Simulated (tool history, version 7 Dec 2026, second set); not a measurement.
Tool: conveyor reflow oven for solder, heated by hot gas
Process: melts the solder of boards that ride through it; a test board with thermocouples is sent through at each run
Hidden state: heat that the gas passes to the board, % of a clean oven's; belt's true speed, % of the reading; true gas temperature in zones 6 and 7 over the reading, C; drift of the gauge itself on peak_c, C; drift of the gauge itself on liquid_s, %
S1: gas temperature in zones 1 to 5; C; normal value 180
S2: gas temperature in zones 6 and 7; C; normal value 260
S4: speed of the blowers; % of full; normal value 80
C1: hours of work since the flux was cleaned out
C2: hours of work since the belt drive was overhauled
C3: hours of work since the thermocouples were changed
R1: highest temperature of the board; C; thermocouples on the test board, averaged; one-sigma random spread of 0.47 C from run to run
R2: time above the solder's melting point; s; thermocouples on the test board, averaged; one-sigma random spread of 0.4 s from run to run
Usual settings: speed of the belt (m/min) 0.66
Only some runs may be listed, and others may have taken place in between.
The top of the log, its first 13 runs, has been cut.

{"run": 14, "hour": 78.7, "S1": 180, "S2": 260, "speed of the belt (m/min)": 0.541, "S4": 80, "C1": 113, "C2": 231, "C3": 264, "R1": 252.2, "R2": 64}
{"run": 15, "hour": 86.5, "S1": 180, "S2": 260, "speed of the belt (m/min)": 0.66, "S4": 80, "C1": 118, "C2": 236, "C3": 269, "R1": 247, "R2": 49.4}
{"run": 16, "hour": 95.7, "S1": 180, "S2": 260, "speed of the belt (m/min)": 0.66, "S4": 80, "C1": 123, "C2": 242, "C3": 275, "R1": 247.7, "R2": 48.5}
{"run": 17, "hour": 103.9, "S1": 180, "S2": 260, "speed of the belt (m/min)": 0.66, "S4": 80, "C1": 129, "C2": 247, "C3": 280, "R1": 247.6, "R2": 48.3}
{"run": 18, "hour": 111.5, "S1": 180, "S2": 267, "speed of the belt (m/min)": 0.66, "S4": 80, "C1": 134, "C2": 252, "C3": 285, "R1": 255.6, "R2": 51.6}
{"run": 19, "hour": 120.2, "S1": 180, "S2": 267, "speed of the belt (m/min)": 0.66, "S4": 80, "C1": 139, "C2": 257, "C3": 291, "R1": 254.3, "R2": 51.4}
{"run": 20, "hour": 128.9, "S1": 180, "S2": 267, "speed of the belt (m/min)": 0.66, "S4": 80, "C1": 145, "C2": 263, "C3": 296, "R1": 255.5, "R2": 51.3}
{"hour": 134.7, "done": "flux residue cleaned out of gas plates and filters"}
{"run": 21, "hour": 142.2, "S1": 173, "S2": 254, "speed of the belt (m/min)": 0.781, "S4": 68, "C1": 5, "C2": 268, "C3": 301, "R1": 235.2, "R2": 27.3}
{"run": 22, "hour": 148.0, "S1": 173, "S2": 254, "speed of the belt (m/min)": 0.781, "S4": 68, "C1": 8, "C2": 272, "C3": 305, "R1": 234.8, "R2": 26.5}
{"run": 23, "hour": 155.9, "S1": 173, "S2": 254, "speed of the belt (m/min)": 0.781, "S4": 68, "C1": 13, "C2": 277, "C3": 310, "R1": 233.9, "R2": 27.1}
{"hour": 165.5, "done": "flux residue cleaned out of gas plates and filters, once more"}
{"run": 24, "hour": 168.8, "S1": 173, "S2": 254, "speed of the belt (m/min)": 0.781, "S4": 68, "C1": 2, "C2": 282, "C3": 315, "R1": 235.6, "R2": 29.4}
{"run": 25, "hour": 174.3, "S1": 184, "S2": 269, "speed of the belt (m/min)": 0.689, "S4": 63, "C1": 6, "C2": 285, "C3": 319, "R1": 253, "R2": 50}
{"run": 26, "hour": 183.8, "S1": 190, "S2": 257, "speed of the belt (m/min)": 0.768, "S4": 84, "C1": 12, "C2": 291, "C3": 325, "R1": 244.7, "R2": 42.6}
{"run": 27, "hour": 188.1, "S1": 180, "S2": 257, "speed of the belt (m/min)": 0.614, "S4": 84, "C1": 14, "C2": 294, "C3": 327, "R1": 248.1, "R2": 52.7}
{"run": 28, "hour": 195.3, "S1": 180, "S2": 257, "speed of the belt (m/min)": 0.614, "S4": 84, "C1": 19, "C2": 299, "C3": 332, "R1": 248.2, "R2": 53.4}
{"run": 29, "hour": 203.4, "S1": 180, "S2": 257, "speed of the belt (m/min)": 0.614, "S4": 84, "C1": 24, "C2": 304, "C3": 337, "R1": 248.1, "R2": 53.2}
{"run": 30, "hour": 213.0, "S1": 182, "S2": 254, "speed of the belt (m/min)": 0.599, "S4": 59, "C1": 30, "C2": 310, "C3": 343, "R1": 242.4, "R2": 49.9}

Predict each of these 3 candidate next runs independently; none follows another, all start after run 30:
{"run": "A", "hour": 217.6, "S1": 182, "S2": 254, "speed of the belt (m/min)": 0.567, "S4": 69, "C1": 33, "C2": 313, "C3": 346, "R1": "?", "R2": "?"}
{"run": "B", "hour": 217.6, "S1": 178, "S2": 260, "speed of the belt (m/min)": 0.581, "S4": 66, "C1": 33, "C2": 313, "C3": 346, "R1": "?", "R2": "?"}
{"run": "C", "hour": 217.6, "S1": 183, "S2": 251, "speed of the belt (m/min)": 0.66, "S4": 73, "C1": 33, "C2": 313, "C3": 346, "R1": "?", "R2": "?"}

run=A R1=245.5 R2=55.7
run=B R1=249.9 R2=56.1
run=C R1=239.8 R2=43.5
What these runs would have given with no unlogged condition in the tool:
run=A R1=247.3 R2=56.7
run=B R1=251.7 R2=57
run=C R1=241.5 R2=44.6
